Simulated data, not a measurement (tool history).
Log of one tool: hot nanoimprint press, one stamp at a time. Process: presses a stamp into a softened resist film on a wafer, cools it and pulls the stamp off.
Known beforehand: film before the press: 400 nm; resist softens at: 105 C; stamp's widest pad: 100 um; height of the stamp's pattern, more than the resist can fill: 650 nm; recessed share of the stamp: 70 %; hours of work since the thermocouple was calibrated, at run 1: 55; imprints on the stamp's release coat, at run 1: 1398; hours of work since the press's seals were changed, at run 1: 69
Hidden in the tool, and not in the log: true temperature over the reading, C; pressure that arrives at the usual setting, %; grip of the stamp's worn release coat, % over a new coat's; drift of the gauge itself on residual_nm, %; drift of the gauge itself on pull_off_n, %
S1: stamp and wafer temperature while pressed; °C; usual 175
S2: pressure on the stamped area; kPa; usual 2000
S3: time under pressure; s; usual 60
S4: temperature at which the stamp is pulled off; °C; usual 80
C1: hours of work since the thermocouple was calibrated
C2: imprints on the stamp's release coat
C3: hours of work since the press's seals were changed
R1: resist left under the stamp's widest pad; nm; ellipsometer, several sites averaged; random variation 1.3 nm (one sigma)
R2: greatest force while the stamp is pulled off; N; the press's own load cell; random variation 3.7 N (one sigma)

run 1 hour=0.0 | S1=175 S2=2000 S3=60 S4=80 | C1=55 C2=1398 C3=69 | R1=207.4 R2=176
run 2 hour=18.5 | S1=175 S2=2000 S3=60 S4=80 | C1=66 C2=1454 C3=79 | R1=206.8 R2=178
run 3 hour=28.6 | S1=175 S2=2000 S3=60 S4=80 | C1=71 C2=1484 C3=85 | R1=205.7 R2=185
run 4 hour=41.9 | S1=175 S2=2000 S3=60 S4=80 | C1=79 C2=1523 C3=92 | R1=205.1 R2=181
run 5 hour=57.8 | S1=175 S2=2000 S3=60 S4=80 | C1=88 C2=1571 C3=101 | R1=205.1 R2=181
run 6 hour=68.1 | S1=175 S2=2000 S3=60 S4=80 | C1=93 C2=1602 C3=107 | R1=204.6 R2=178
run 7 hour=85.1 | S1=175 S2=2000 S3=60 S4=80 | C1=103 C2=1653 C3=116 | R1=204.7 R2=182
run 8 hour=96.9 | S1=172 S2=1420 S3=88 S4=74 | C1=109 C2=1688 C3=123 | R1=232.6 R2=197

Run 9 comes next. What will it give?
run 9 hour=113.4 | S1=175 S2=2570 S3=60 S4=80 | C1=119 C2=1738 C3=132 | R1=? R2=?

R1: 187.1 nm
R2: 181 N
Take away the tool's hidden state, keep the run-to-run variation as it was, and the same run would have given R1 187.0 nm, R2 179 N.
